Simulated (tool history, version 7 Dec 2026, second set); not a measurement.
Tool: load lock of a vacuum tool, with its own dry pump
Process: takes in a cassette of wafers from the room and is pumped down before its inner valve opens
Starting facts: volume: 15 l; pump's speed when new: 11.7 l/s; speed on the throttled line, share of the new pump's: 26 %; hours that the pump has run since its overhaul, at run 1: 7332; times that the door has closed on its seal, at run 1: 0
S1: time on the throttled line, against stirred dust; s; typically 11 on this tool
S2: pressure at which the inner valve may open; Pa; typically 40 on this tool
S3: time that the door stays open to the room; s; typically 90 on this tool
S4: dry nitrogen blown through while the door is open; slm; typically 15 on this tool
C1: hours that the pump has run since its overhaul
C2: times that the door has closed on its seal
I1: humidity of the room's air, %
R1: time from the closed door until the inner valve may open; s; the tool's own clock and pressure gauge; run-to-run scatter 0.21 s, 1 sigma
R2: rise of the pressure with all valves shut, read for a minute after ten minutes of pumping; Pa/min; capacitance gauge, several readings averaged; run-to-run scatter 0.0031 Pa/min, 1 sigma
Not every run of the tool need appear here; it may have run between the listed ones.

run	hour	S1	S2	S3	S4	C1	C2	I1	R1	R2
1	0.0	11	40	90	15	7332	0	41.0	18.2	0.046
2	237.0	11	40	90	15	7569	1042	43.8	18.3	0.052
3	346.3	11	40	90	15	7679	1523	46.8	18.3	0.052
4	517.5	11	40	90	15	7850	2276	42.1	18.1	0.056
5	671.7	11	40	90	15	8004	2954	43.7	17.9	0.051
6	814.4	11	40	90	15	8147	3582	46.7	18.2	0.057

Estimate the outcome of run 7 from the log above:
7	916.5	11	40	90	15	8249	4031	44.2	?	?

Run 7 gave R1 18.3 s, R2 0.051 Pa/min.
Take away the tool's hidden state, keep the run-to-run variation as it was, and the same run would have given R1 18.3 s, R2 0.050 Pa/min.

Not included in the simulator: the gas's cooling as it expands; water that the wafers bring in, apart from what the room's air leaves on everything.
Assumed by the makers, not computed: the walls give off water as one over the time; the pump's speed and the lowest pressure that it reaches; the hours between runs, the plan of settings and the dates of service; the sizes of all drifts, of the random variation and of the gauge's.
